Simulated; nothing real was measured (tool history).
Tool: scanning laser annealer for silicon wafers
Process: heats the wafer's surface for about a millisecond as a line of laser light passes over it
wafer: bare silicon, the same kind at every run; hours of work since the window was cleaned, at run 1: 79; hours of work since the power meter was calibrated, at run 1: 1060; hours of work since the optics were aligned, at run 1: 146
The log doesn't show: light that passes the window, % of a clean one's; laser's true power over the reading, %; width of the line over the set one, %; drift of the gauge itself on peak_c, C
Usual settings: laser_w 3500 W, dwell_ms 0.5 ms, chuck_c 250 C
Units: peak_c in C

run   hour  laser_w  dwell_ms  chuck_c  hours of work since the window was cleaned  hours of work since the power meter was calibrated  hours of work since the optics were aligned  peak_c
  1      0     3500       0.5      250                                          79                                                1060                                          146    1027
  2   38.8     3500       0.5      250                                          97                                                1078                                          163    1028
  3   76.6     3500     0.382      250                                         114                                                1095                                          180     942
  4  126.8     3500       0.5      238                                         137                                                1117                                          203    1012
  5  183.8     3500       0.5      238                                         162                                                1143                                          229    1011
  6  231.1     3500       0.5      238                                         184                                                1165                                          250    1009
  7  294.7     3372       0.5      250                                         212                                                1193                                          279     996
  8  329.5     3372       0.5      250                                         228                                                1209                                          295     991
  9  366.8     3500       0.5      250                                         245                                                1226                                          312    1022
 10    422     3500       0.5      250                                         270                                                1251                                          337    1019
 11  462.3     3500       0.5      250                                         288                                                1269                                          355    1019
 12    494     3500       0.5      250                                         302                                                1283                                          369    1018
 13  554.6     3704     0.602      213                                         330                                                1311                                          396    1084
 14  598.1     3704     0.602      213                                         349                                                1330                                          416    1080
 15  639.5     3704     0.602      213                                         368                                                1349                                          435    1080
 16  678.6     3704     0.602      213                                         386                                                1367                                          452    1080
 17  705.3     3704     0.602      213                                         398                                                1379                                          465    1081
 18  751.9     3704     0.602      213                                         419                                                1400                                          486    1080
 19  789.7     3202     0.614      267                                         436                                                1417                                          503    1034

Forecast each of these 4 alternatives for the next run:
  A  842.2     3708     0.553      289                                         460                                                1441                                          526       ?
  B  842.2     3380     0.545      258                                         460                                                1441                                          526       ?
  C  842.2     3202     0.614      250                                         460                                                1441                                          526       ?
  D  842.2     3202     0.595      278                                         460                                                1441                                          526       ?

run  peak_c
  A    1123
  B    1019
  C    1013
  D    1034
Without the tool's hidden state the same runs would have given:
run  peak_c
  A    1151
  B    1044
  C    1038
  D    1059
